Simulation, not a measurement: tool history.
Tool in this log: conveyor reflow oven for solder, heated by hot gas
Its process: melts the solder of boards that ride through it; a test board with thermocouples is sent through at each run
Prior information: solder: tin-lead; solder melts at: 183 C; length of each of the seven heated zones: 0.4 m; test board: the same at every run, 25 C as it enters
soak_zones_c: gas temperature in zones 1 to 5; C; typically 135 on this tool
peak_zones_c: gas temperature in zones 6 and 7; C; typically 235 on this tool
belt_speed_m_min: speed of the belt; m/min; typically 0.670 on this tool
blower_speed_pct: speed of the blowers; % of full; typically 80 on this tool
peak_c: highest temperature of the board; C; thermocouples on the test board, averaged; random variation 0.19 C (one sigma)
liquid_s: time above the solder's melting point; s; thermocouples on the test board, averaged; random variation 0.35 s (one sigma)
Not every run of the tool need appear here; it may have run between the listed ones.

| run | day | soak_zones_c | peak_zones_c | belt_speed_m_min | blower_speed_pct | peak_c | liquid_s |
|---|---|---|---|---|---|---|---|
| 1 | 0.000 | 135 | 235 | 0.670 | 80 | 218.4 | 54.0 |
| 2 | 0.429 | 135 | 235 | 0.670 | 80 | 218.3 | 53.6 |
| 3 | 0.871 | 135 | 235 | 0.575 | 80 | 223.1 | 66.6 |
| 4 | 1.162 | 135 | 235 | 0.575 | 80 | 223.2 | 67.1 |
| 5 | 1.421 | 135 | 235 | 0.575 | 80 | 223.3 | 67.0 |
| 6 | 1.871 | 135 | 238 | 0.575 | 80 | 226.0 | 68.8 |
| 7 | 2.342 | 135 | 238 | 0.605 | 80 | 224.4 | 64.0 |
| 8 | 2.612 | 135 | 235 | 0.670 | 80 | 218.4 | 53.1 |
| 9 | 2.854 | 135 | 235 | 0.670 | 80 | 218.4 | 53.4 |
| 10 | 3.321 | 135 | 235 | 0.670 | 80 | 218.4 | 53.5 |
| 11 | 3.821 | 135 | 235 | 0.670 | 80 | 218.3 | 52.9 |
| 12 | 4.121 | 135 | 235 | 0.670 | 80 | 218.0 | 53.6 |
| 13 | 4.629 | 121 | 228 | 0.670 | 84 | 210.5 | 43.8 |
| 14 | 5.033 | 124 | 235 | 0.752 | 80 | 212.4 | 39.7 |
| 15 | 5.321 | 135 | 236 | 0.670 | 80 | 218.9 | 54.1 |
| 16 | 5.829 | 135 | 235 | 0.670 | 83 | 219.0 | 53.7 |
| 17 | 6.300 | 135 | 235 | 0.603 | 89 | 223.2 | 64.2 |
| 18 | 6.758 | 135 | 235 | 0.603 | 89 | 223.3 | 64.0 |
| 19 | 7.462 | 135 | 235 | 0.603 | 89 | 224.4 | 64.5 |
| 20 | 7.879 | 135 | 235 | 0.670 | 87 | 221.0 | 55.6 |
| 21 | 8.150 | 144 | 242 | 0.670 | 70 | 225.3 | 60.5 |
| 22 | 8.425 | 149 | 247 | 0.715 | 52 | 222.0 | 56.4 |
| 23 | 8.796 | 121 | 240 | 0.795 | 78 | 214.0 | 37.7 |

Taken out of this log: 1 entry between the listed runs. Where each belongs, and how the hidden state differs across it:
In the gap between runs 18 and 19: flux residue cleaned out of gas plates and filters (day 6.996)
  heat that the gas passes to the board, % of a clean oven's: 94.7 -> 99.8; belt's true speed, % of the reading: 99.5 -> 99.49; true gas temperature in zones 6 and 7 over the reading, C: 1.49 -> 1.5
  measured value less the no-hidden-state value, peak_c: +0.1 -> +1.4 C; liquid_s: +0.0 -> +1.2 s

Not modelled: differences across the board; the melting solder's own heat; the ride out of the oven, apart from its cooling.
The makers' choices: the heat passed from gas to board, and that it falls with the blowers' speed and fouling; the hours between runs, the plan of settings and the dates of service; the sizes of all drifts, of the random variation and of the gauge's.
